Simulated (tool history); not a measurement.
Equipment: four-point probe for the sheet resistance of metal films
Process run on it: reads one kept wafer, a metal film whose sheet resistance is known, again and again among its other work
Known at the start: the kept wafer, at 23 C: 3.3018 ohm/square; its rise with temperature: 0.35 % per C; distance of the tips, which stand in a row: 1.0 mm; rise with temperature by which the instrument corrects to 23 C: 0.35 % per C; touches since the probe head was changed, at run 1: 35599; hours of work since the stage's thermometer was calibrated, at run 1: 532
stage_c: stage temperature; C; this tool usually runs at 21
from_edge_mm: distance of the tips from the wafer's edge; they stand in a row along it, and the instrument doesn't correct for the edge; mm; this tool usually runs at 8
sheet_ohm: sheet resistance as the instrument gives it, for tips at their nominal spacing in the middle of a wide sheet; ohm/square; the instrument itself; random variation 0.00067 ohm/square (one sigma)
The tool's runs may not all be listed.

| run | day | stage_c | from_edge_mm | touches since the probe head was changed | hours of work since the stage's thermometer was calibrated | sheet_ohm |
|---|---|---|---|---|---|---|
| 1 | 0.000 | 21 | 8 | 35599 | 532 | 3.329726 |
| 2 | 0.912 | 21 | 8 | 36127 | 548 | 3.329219 |
| 3 | 2.571 | 32 | 8 | 37090 | 579 | 3.326583 |
| 4 | 3.950 | 29 | 8 | 37889 | 604 | 3.326913 |
| 5 | 5.283 | 29 | 8 | 38660 | 628 | 3.328064 |
| 6 | 6.812 | 21 | 8 | 39547 | 656 | 3.330201 |
| 7 | 7.738 | 21 | 8 | 40083 | 673 | 3.329077 |
| 8 | 9.029 | 21 | 8 | 40833 | 696 | 3.330233 |
| 9 | 9.892 | 21 | 8 | 41331 | 712 | 3.329457 |
| 10 | 11.508 | 21 | 8 | 42268 | 741 | 3.329386 |
| 11 | 12.625 | 21 | 8 | 42915 | 761 | 3.329399 |
| 12 | 14.346 | 21 | 8 | 43914 | 793 | 3.329259 |
| 13 | 15.283 | 21 | 8 | 44455 | 810 | 3.331079 |
| 14 | 16.996 | 21 | 8 | 45448 | 841 | 3.329745 |
| 15 | 17.958 | 21 | 8 | 46007 | 858 | 3.329154 |
| 16 | 19.192 | 21 | 8 | 46721 | 881 | 3.330950 |
| 17 | 20.696 | 21 | 8 | 47594 | 908 | 3.330408 |
| 18 | 22.433 | 21 | 8 | 48601 | 940 | 3.329463 |
| 19 | 23.262 | 21 | 8 | 49080 | 955 | 3.330458 |
| 20 | 24.221 | 21 | 22 | 49635 | 972 | 3.305846 |
| 21 | 25.950 | 21 | 8 | 50639 | 1004 | 3.330536 |
| 22 | 27.254 | 21 | 8 | 51394 | 1028 | 3.329798 |
| 23 | 28.100 | 23 | 4 | 51884 | 1043 | 3.410176 |
| 24 | 28.946 | 19 | 7 | 52374 | 1058 | 3.339122 |
| 25 | 30.538 | 21 | 19 | 53296 | 1087 | 3.307684 |
| 26 | 32.125 | 29 | 36 | 54217 | 1116 | 3.301309 |
| 27 | 33.354 | 32 | 67 | 54929 | 1138 | 3.298350 |
| 28 | 34.933 | 20 | 8 | 55844 | 1167 | 3.329315 |
| 29 | 36.646 | 31 | 17 | 56837 | 1198 | 3.304187 |
| 30 | 38.138 | 22 | 5 | 57701 | 1225 | 3.371989 |
| 31 | 39.112 | 21 | 5 | 58267 | 1243 | 3.371841 |
| 32 | 40.271 | 27 | 72 | 58938 | 1264 | 3.300613 |
| 33 | 41.767 | 27 | 72 | 59804 | 1291 | 3.300510 |
| 34 | 42.871 | 20 | 4 | 60444 | 1312 | 3.410590 |
| 35 | 44.333 | 20 | 4 | 61292 | 1338 | 3.409375 |
| 36 | 46.038 | 20 | 4 | 62279 | 1369 | 3.409168 |
| 37 | 47.600 | 24 | 4 | 63185 | 1398 | 3.408690 |
| 38 | 48.596 | 31 | 20 | 63762 | 1416 | 3.303575 |
| 39 | 49.667 | 25 | 18 | 64382 | 1435 | 3.307088 |
| 40 | 50.750 | 25 | 18 | 65010 | 1455 | 3.305509 |
| 41 | 51.562 | 26 | 6 | 65481 | 1470 | 3.350490 |
| 42 | 52.771 | 34 | 13 | 66182 | 1492 | 3.309607 |
| 43 | 53.867 | 34 | 13 | 66816 | 1512 | 3.309835 |

Here are 5 independent what-if runs from the current tool condition. What would each one return?
| A | 55.421 | 24 | 8 | 67717 | 1540 | ? |
| B | 55.421 | 23 | 3 | 67717 | 1540 | ? |
| C | 55.421 | 23 | 67 | 67717 | 1540 | ? |
| D | 55.421 | 28 | 40 | 67717 | 1540 | ? |
| E | 55.421 | 24 | 4 | 67717 | 1540 | ? |

| run | sheet_ohm |
|---|---|
| A | 3.329550 |
| B | 3.486420 |
| C | 3.300853 |
| D | 3.300522 |
| E | 3.409117 |
Without the tool's unlogged condition, the same runs would have read:
| run | sheet_ohm |
|---|---|
| A | 3.329746 |
| B | 3.486625 |
| C | 3.301048 |
| D | 3.300717 |
| E | 3.409318 |
